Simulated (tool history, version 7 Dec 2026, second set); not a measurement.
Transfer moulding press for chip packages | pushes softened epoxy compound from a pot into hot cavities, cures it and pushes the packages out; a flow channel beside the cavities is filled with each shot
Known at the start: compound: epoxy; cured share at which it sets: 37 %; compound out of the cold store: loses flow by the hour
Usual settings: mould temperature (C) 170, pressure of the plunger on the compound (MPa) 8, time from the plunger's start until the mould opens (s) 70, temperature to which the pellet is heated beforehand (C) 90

run     day  mould temperature (C)  pressure of the plunger on the compound (MPa)  time from the plunger's start until the mould opens (s)  temperature to which the pellet is heated beforehand (C)  incoming compound's hours out of the cold store  length that the compound runs in the flow channel (mm)  greatest force on the pins that push the packages out (N)
  1       0                    170                                              8                                                       70                                                        90                                             33.5                                                     923                                                        580
      2.154  -- cavities cleaned with cleaning compound and waxed
  2   2.633                    170                                              8                                                       70                                                        90                                             31.7                                                     931                                                        580
      5.025  -- cavities cleaned with cleaning compound and waxed
  3   5.512                    170                                           7.39                                                       70                                                        90                                             15.5                                                     915                                                        592
      7.471  -- mould's thermocouples calibrated
      7.854  -- cavities cleaned with cleaning compound and waxed
  4   8.783                    170                                           7.39                                                       70                                                        90                                             10.6                                                     926                                                        593
     10.617  -- cavities cleaned with cleaning compound and waxed
  5  11.467                    170                                           7.39                                                       70                                                        90                                             26.1                                                     896                                                        589
     12.425  -- plunger's sealing rings changed
     13.308  -- cavities cleaned with cleaning compound and waxed
  6  15.683                    170                                           7.39                                                       70                                                        90                                             44.9                                                     868                                                        574
     15.992  -- cavities cleaned with cleaning compound and waxed
  7  17.683                    170                                           8.12                                                       70                                                        90                                             38.4                                                     923                                                        561
     18.804  -- cavities cleaned with cleaning compound and waxed
  8  21.288                    174                                              8                                                       70                                                        90                                               16                                                     936                                                        421
       21.7  -- cavities cleaned with cleaning compound and waxed
  9  23.092                    174                                              8                                                       70                                                        90                                             16.1                                                     939                                                        423
     24.492  -- cavities cleaned with cleaning compound and waxed
 10  26.458                    174                                              8                                                       70                                                        90                                              9.8                                                     945                                                        450
     27.104  -- cavities cleaned with cleaning compound and waxed
 11  28.617                    170                                              8                                                       59                                                        90                                             12.9                                                     959                                                        924
     29.692  -- cavities cleaned with cleaning compound and waxed
     32.425  -- cavities cleaned with cleaning compound and waxed
 12  32.425                    170                                              8                                                       59                                                        90                                             29.7                                                     929                                                        903
     35.067  -- cavities cleaned with cleaning compound and waxed
 13  35.083                    170                                              8                                                       70                                                        90                                             13.2                                                     963                                                        594
     35.542  -- plunger's sealing rings changed
     37.867  -- cavities cleaned with cleaning compound and waxed
 14  39.462                    173                                              8                                                       76                                                        90                                             17.1                                                     943                                                        368
     40.604  -- cavities cleaned with cleaning compound and waxed
 15    43.1                    173                                              8                                                       76                                                        90                                             26.9                                                     925                                                        392
     43.396  -- cavities cleaned with cleaning compound and waxed
 16  45.054                    173                                              8                                                       76                                                        90                                             47.1                                                     893                                                        383
      46.05  -- cavities cleaned with cleaning compound and waxed
 17  47.229                    173                                              8                                                       76                                                        90                                             21.5                                                     932                                                        391
     48.671  -- cavities cleaned with cleaning compound and waxed
 18  49.612                    176                                           7.62                                                       74                                                        93                                               18                                                     908                                                        324
     51.242  -- cavities cleaned with cleaning compound and waxed
 19  51.742                    173                                              8                                                       81                                                        90                                             20.9                                                     927                                                        355
     53.808  -- cavities cleaned with cleaning compound and waxed
 20  54.046                    168                                           6.34                                                       70                                                        93                                             12.5                                                     863                                                        689
     56.608  -- cavities cleaned with cleaning compound and waxed
 21  58.096                    170                                           9.29                                                       70                                                        88                                               39                                                     985                                                        579
     58.575  -- plunger's sealing rings changed
     59.538  -- cavities cleaned with cleaning compound and waxed
 22  60.867                    170                                           9.29                                                       70                                                        86                                             39.1                                                     984                                                        579
     62.362  -- cavities cleaned with cleaning compound and waxed
 23  63.433                    170                                            9.3                                                       63                                                        93                                              8.6                                                    1046                                                        787
     64.938  -- cavities cleaned with cleaning compound and waxed
     67.638  -- cavities cleaned with cleaning compound and waxed
 24  67.696                    170                                            9.3                                                       70                                                        87                                             34.9                                                     991                                                        600
     70.446  -- cavities cleaned with cleaning compound and waxed
 25  71.892                    170                                           7.64                                                       70                                                        92                                              8.1                                                     953                                                        603

5 ways to go on from here, each from the tool as it stands after run 25. What would each give?
     73.242  -- cavities cleaned with cleaning compound and waxed
     75.154  -- mould's thermocouples calibrated
  A  75.408                    170                                           9.58                                                       55                                                        90                                             19.9                                                       ?                                                          ?
     73.242  -- cavities cleaned with cleaning compound and waxed
     75.154  -- mould's thermocouples calibrated
  B  75.408                    170                                           7.64                                                       70                                                        95                                             31.6                                                       ?                                                          ?
     73.242  -- cavities cleaned with cleaning compound and waxed
     75.154  -- mould's thermocouples calibrated
  C  75.408                    176                                              8                                                       59                                                        94                                             16.8                                                       ?                                                          ?
     73.242  -- cavities cleaned with cleaning compound and waxed
     75.154  -- mould's thermocouples calibrated
  D  75.408                    162                                           8.37                                                       68                                                        92                                             24.8                                                       ?                                                          ?
     73.242  -- cavities cleaned with cleaning compound and waxed
     75.154  -- mould's thermocouples calibrated
  E  75.408                    166                                           9.34                                                       70                                                        97                                             18.9                                                       ?                                                          ?

run  length that the compound runs in the flow channel (mm)  greatest force on the pins that push the packages out (N)
  A                                                    1033                                                       1106
  B                                                     902                                                        552
  C                                                     929                                                        579
  D                                                     994                                                       1148
  E                                                    1041                                                        808
Without the tool's hidden state the same runs would have given:
run  length that the compound runs in the flow channel (mm)  greatest force on the pins that push the packages out (N)
  A                                                    1034                                                       1092
  B                                                     903                                                        545
  C                                                     930                                                        571
  D                                                     994                                                       1133
  E                                                    1041                                                        797
